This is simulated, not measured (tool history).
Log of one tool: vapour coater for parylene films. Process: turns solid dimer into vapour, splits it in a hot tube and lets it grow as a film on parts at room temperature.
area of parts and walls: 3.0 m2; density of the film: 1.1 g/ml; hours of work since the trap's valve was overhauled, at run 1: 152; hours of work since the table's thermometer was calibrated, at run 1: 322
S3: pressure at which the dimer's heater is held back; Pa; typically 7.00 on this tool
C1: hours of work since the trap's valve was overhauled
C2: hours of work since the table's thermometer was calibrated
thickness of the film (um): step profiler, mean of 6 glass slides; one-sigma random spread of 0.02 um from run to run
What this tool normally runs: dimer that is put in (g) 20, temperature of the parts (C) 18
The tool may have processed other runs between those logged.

Run 1, hour 0.0: usual settings; C1 152; C2 322. Result: thickness of the film (um) 3.50.
Run 2, hour 33.3: usual settings but S3 7.67 Pa; C1 171; C2 341. Result: thickness of the film (um) 3.45.
Run 3, hour 69.1: usual settings but S3 7.67 Pa; C1 192; C2 362. Result: thickness of the film (um) 3.45.
Run 4, hour 123.5: usual settings but temperature of the parts (C) 30; C1 223; C2 393. Result: thickness of the film (um) 2.09.
Run 5, hour 201.4: usual settings but temperature of the parts (C) 30; C1 267; C2 437. Result: thickness of the film (um) 2.06.
Run 6, hour 240.6: usual settings but temperature of the parts (C) 27; C1 290; C2 460. Result: thickness of the film (um) 2.32.
Run 7, hour 292.5: usual settings but S3 3.98 Pa; C1 319; C2 490. Result: thickness of the film (um) 3.61.
Run 8, hour 370.1: usual settings but S3 3.98 Pa; C1 364; C2 534. Result: thickness of the film (um) 3.57.
Run 9, hour 412.1: usual settings; C1 388; C2 558. Result: thickness of the film (um) 3.34.
Run 10, hour 452.3: usual settings; C1 411; C2 581. Result: thickness of the film (um) 3.33.
At hour 462.2: trap's valve overhauled.
Run 11, hour 508.6: usual settings; C1 27; C2 611. Result: thickness of the film (um) 3.07.
Run 12, hour 564.9: usual settings but dimer that is put in (g) 24, S3 4.80 Pa; C1 59; C2 643. Result: thickness of the film (um) 3.92.
Run 13, hour 614.3: usual settings but dimer that is put in (g) 26, temperature of the parts (C) 22, S3 8.30 Pa; C1 87; C2 671. Result: thickness of the film (um) 3.29.
Run 14, hour 667.7: usual settings but dimer that is put in (g) 9, temperature of the parts (C) 12, S3 8.30 Pa; C1 118; C2 702. Result: thickness of the film (um) 1.72.
Run 15, hour 717.2: usual settings but dimer that is put in (g) 27, temperature of the parts (C) 29; C1 146; C2 730. Result: thickness of the film (um) 2.55.
Run 16, hour 785.4: usual settings but dimer that is put in (g) 27, temperature of the parts (C) 29; C1 185; C2 769. Result: thickness of the film (um) 2.52.
Run 17, hour 849.1: usual settings but dimer that is put in (g) 27, temperature of the parts (C) 29; C1 221; C2 806. Result: thickness of the film (um) 2.52.

Below are 5 alternative next runs, each starting from the tool's condition after run 17. Predict each:
At hour 859.9: trap's valve overhauled, once more.
Run A, hour 897.0: usual settings but dimer that is put in (g) 25, S3 7.30 Pa; C1 21; C2 831. Result: thickness of the film (um) ?.
At hour 859.9: trap's valve overhauled, once more.
Run B, hour 897.0: usual settings but dimer that is put in (g) 27, temperature of the parts (C) 29, S3 2.43 Pa; C1 21; C2 831. Result: thickness of the film (um) ?.
At hour 859.9: trap's valve overhauled, once more.
Run C, hour 897.0: usual settings but temperature of the parts (C) 29, S3 3.12 Pa; C1 21; C2 831. Result: thickness of the film (um) ?.
At hour 859.9: trap's valve overhauled, once more.
Run D, hour 897.0: usual settings but dimer that is put in (g) 27, temperature of the parts (C) 29; C1 21; C2 831. Result: thickness of the film (um) ?.
At hour 859.9: trap's valve overhauled, once more.
Run E, hour 897.0: usual settings but dimer that is put in (g) 23, temperature of the parts (C) 29; C1 21; C2 831. Result: thickness of the film (um) ?.

run  thickness of the film (um)
  A                        4.54
  B                        3.50
  C                        2.49
  D                        3.10
  E                        2.62
What these runs would have given with no unlogged condition in the tool:
run  thickness of the film (um)
  A                        4.53
  B                        3.50
  C                        2.49
  D                        3.10
  E                        2.62
